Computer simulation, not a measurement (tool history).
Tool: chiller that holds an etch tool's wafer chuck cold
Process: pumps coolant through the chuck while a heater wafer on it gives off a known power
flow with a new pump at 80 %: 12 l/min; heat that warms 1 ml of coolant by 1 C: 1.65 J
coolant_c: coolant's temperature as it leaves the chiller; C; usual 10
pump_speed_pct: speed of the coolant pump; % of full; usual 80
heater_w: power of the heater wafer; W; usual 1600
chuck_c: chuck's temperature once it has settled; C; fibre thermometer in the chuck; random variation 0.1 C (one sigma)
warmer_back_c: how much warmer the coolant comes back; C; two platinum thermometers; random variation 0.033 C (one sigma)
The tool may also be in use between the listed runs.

{"run": 1, "hour": 0.0, "coolant_c": 10, "pump_speed_pct": 80, "heater_w": 1600, "chuck_c": 22.4, "warmer_back_c": 4.9}
{"run": 2, "hour": 18.4, "coolant_c": 7, "pump_speed_pct": 80, "heater_w": 1600, "chuck_c": 19.3, "warmer_back_c": 4.96}
{"run": 3, "hour": 36.8, "coolant_c": 7, "pump_speed_pct": 80, "heater_w": 1600, "chuck_c": 19.5, "warmer_back_c": 4.92}
{"run": 4, "hour": 63.2, "coolant_c": 10, "pump_speed_pct": 65, "heater_w": 1600, "chuck_c": 23.9, "warmer_back_c": 6.1}
{"run": 5, "hour": 96.5, "coolant_c": 10, "pump_speed_pct": 80, "heater_w": 1600, "chuck_c": 22.2, "warmer_back_c": 4.91}
{"run": 6, "hour": 115.9, "coolant_c": 10, "pump_speed_pct": 80, "heater_w": 1600, "chuck_c": 22.4, "warmer_back_c": 4.98}
{"run": 7, "hour": 140.7, "coolant_c": 10, "pump_speed_pct": 80, "heater_w": 1600, "chuck_c": 22.5, "warmer_back_c": 4.91}
{"run": 8, "hour": 164.2, "coolant_c": 4, "pump_speed_pct": 65, "heater_w": 1936, "chuck_c": 21, "warmer_back_c": 7.34}
{"run": 9, "hour": 202.7, "coolant_c": 6, "pump_speed_pct": 71, "heater_w": 1265, "chuck_c": 16.6, "warmer_back_c": 4.37}
{"hour": 207.0, "done": "chiller's thermometer calibrated"}
{"run": 10, "hour": 235.6, "coolant_c": 5, "pump_speed_pct": 82, "heater_w": 1265, "chuck_c": 14.6, "warmer_back_c": 3.82}
{"run": 11, "hour": 270.8, "coolant_c": 5, "pump_speed_pct": 71, "heater_w": 936, "chuck_c": 12.8, "warmer_back_c": 3.24}
{"run": 12, "hour": 289.9, "coolant_c": 14, "pump_speed_pct": 80, "heater_w": 1600, "chuck_c": 26.4, "warmer_back_c": 5.04}
{"run": 13, "hour": 322.2, "coolant_c": 14, "pump_speed_pct": 80, "heater_w": 1600, "chuck_c": 26.4, "warmer_back_c": 4.98}
{"run": 14, "hour": 357.7, "coolant_c": 5, "pump_speed_pct": 73, "heater_w": 2325, "chuck_c": 23.8, "warmer_back_c": 7.9}

4 ways to go on from here, each from the tool as it stands after run 14. What would each give?
{"run": "A", "hour": 390.0, "coolant_c": 1, "pump_speed_pct": 80, "heater_w": 1600, "chuck_c": "?", "warmer_back_c": "?"}
{"run": "B", "hour": 390.0, "coolant_c": 1, "pump_speed_pct": 80, "heater_w": 1942, "chuck_c": "?", "warmer_back_c": "?"}
{"run": "C", "hour": 390.0, "coolant_c": 1, "pump_speed_pct": 88, "heater_w": 1600, "chuck_c": "?", "warmer_back_c": "?"}
{"run": "D", "hour": 390.0, "coolant_c": 9, "pump_speed_pct": 73, "heater_w": 807, "chuck_c": "?", "warmer_back_c": "?"}

run=A chuck_c=13.6 warmer_back_c=4.99
run=B chuck_c=16 warmer_back_c=6.08
run=C chuck_c=12.9 warmer_back_c=4.57
run=D chuck_c=15.5 warmer_back_c=2.78
Without the tool's hidden state the same runs would have given:
run=A chuck_c=12.5 warmer_back_c=4.84
run=B chuck_c=14.6 warmer_back_c=5.9
run=C chuck_c=11.9 warmer_back_c=4.43
run=D chuck_c=15 warmer_back_c=2.7
